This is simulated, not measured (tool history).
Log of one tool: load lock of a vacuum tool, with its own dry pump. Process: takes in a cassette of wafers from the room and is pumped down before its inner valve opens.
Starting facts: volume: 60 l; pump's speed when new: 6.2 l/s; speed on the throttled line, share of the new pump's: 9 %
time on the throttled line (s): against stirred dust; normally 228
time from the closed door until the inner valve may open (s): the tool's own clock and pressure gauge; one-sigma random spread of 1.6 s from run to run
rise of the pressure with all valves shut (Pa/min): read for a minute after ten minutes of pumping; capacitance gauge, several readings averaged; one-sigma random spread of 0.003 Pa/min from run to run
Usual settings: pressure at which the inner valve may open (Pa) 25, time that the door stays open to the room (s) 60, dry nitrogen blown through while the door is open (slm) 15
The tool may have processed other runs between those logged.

run      day  time on the throttled line (s)  pressure at which the inner valve may open (Pa)  time that the door stays open to the room (s)  dry nitrogen blown through while the door is open (slm)  incoming humidity of the room's air, %  time from the closed door until the inner valve may open (s)  rise of the pressure with all valves shut (Pa/min)
  1        0                             228                                               25                                             60                                                       15                                    43.1                                                         295.7                                               0.066
  2    5.492                             228                                               25                                             28                                                       15                                    48.3                                                         293.4                                               0.053
  3   10.054                             399                                               25                                             60                                                       15                                    45.3                                                         446.7                                               0.068
  4   14.404                             399                                               25                                             60                                                       15                                    44.5                                                         450.8                                               0.067
  5    18.05                             399                                               25                                             60                                                       15                                    48.5                                                         448.5                                               0.069
  6   24.179                             399                                               25                                             60                                                       15                                    43.7                                                         447.4                                               0.072
  7   29.758                             399                                               25                                             60                                                       15                                    43.4                                                         452.2                                               0.076
  8   36.242                             399                                               25                                             60                                                       15                                    47.4                                                         451.4                                               0.075
  9   41.429                             399                                               25                                             60                                                       15                                    47.2                                                         452.3                                               0.078
 10   44.662                             228                                               25                                             60                                                       18                                    45.1                                                         295.6                                               0.082
 11   52.338                             228                                               25                                             60                                                       18                                    48.7                                                         294.6                                               0.086
 12   56.721                             228                                               25                                             60                                                       18                                    43.7                                                         297.5                                               0.078
 13   60.779                             228                                               24                                             60                                                       15                                    46.1                                                         296.6                                               0.085
 14    65.55                             228                                               28                                             60                                                       15                                    44.4                                                         294.4                                               0.082
 15   71.371                             228                                               25                                             60                                                       15                                    44.5                                                           293                                                0.09
 16   78.775                             228                                               27                                             60                                                       15                                      46                                                         296.8                                               0.094
 17   82.975                             228                                               27                                             60                                                       15                                    42.4                                                         297.9                                                0.09
 18   88.688                             228                                               27                                             60                                                       15                                    41.3                                                         295.6                                               0.094
 19   93.042                             207                                               39                                             42                                                        9                                    43.8                                                         277.2                                               0.096
 20   96.512                             207                                               34                                             28                                                        9                                    45.8                                                         276.5                                               0.092
 21  100.275                             120                                               23                                             60                                                       15                                    46.7                                                         202.4                                               0.101
 22  104.067                             228                                               49                                             60                                                       17                                    48.2                                                         289.2                                               0.109
 23  109.508                             228                                               49                                             60                                                       17                                    42.8                                                           289                                               0.105
 24  113.246                             228                                               49                                             60                                                       17                                      48                                                           292                                                0.11
 25  116.608                             228                                               49                                            130                                                       41                                    45.2                                                         288.3                                               0.111
 26  119.979                             307                                               21                                             60                                                       15                                    43.4                                                         369.6                                               0.106
 27  126.767                             307                                               21                                             60                                                       15                                    45.6                                                         371.7                                               0.123
 28  133.679                             307                                               21                                             60                                                       15                                    43.7                                                         368.2                                               0.124
 29      141                             130                                               21                                             56                                                       15                                    44.8                                                           210                                               0.124
 30  144.342                             130                                               21                                             56                                                       15                                    45.4                                                         212.8                                               0.126
 31  151.508                             191                                               21                                            166                                                        6                                    43.7                                                           268                                               0.175
 32  156.433                             191                                               21                                            166                                                        6                                    43.7                                                         267.9                                               0.189
 33  162.888                             450                                               21                                            166                                                       26                                    43.9                                                           504                                               0.153
 34   167.15                             300                                               48                                            151                                                       26                                    45.4                                                         359.1                                               0.158
 35  170.925                             228                                               42                                             60                                                       12                                    44.3                                                         292.6                                               0.146
 36  174.558                             453                                               26                                             60                                                        8                                    47.4                                                         495.3                                               0.152

Alternative continuations, all from the tool just after run 36; predict every row:
  A  177.8                             453                                               26                                             60                                                        6                                      44                                                             ?                                                   ?
  B  177.8                             120                                               29                                             60                                                       37                                    43.2                                                             ?                                                   ?
  C  177.8                             180                                               25                                             31                                                       38                                    43.8                                                             ?                                                   ?
  D  177.8                             299                                               47                                             68                                                       15                                    48.2                                                             ?                                                   ?
  E  177.8                             453                                               26                                             60                                                        6                                    42.7                                                             ?                                                   ?

run  time from the closed door until the inner valve may open (s)  rise of the pressure with all valves shut (Pa/min)
  A                                                         501.5                                               0.154
  B                                                         201.6                                               0.129
  C                                                         256.8                                               0.125
  D                                                         351.6                                               0.152
  E                                                         500.1                                               0.159
Stripped of hidden state, with their random variation kept, the same runs would have yielded:
run  time from the closed door until the inner valve may open (s)  rise of the pressure with all valves shut (Pa/min)
  A                                                         493.5                                               0.056
  B                                                         187.8                                               0.033
  C                                                         243.8                                               0.025
  D                                                         341.8                                               0.052
  E                                                           492                                                0.06

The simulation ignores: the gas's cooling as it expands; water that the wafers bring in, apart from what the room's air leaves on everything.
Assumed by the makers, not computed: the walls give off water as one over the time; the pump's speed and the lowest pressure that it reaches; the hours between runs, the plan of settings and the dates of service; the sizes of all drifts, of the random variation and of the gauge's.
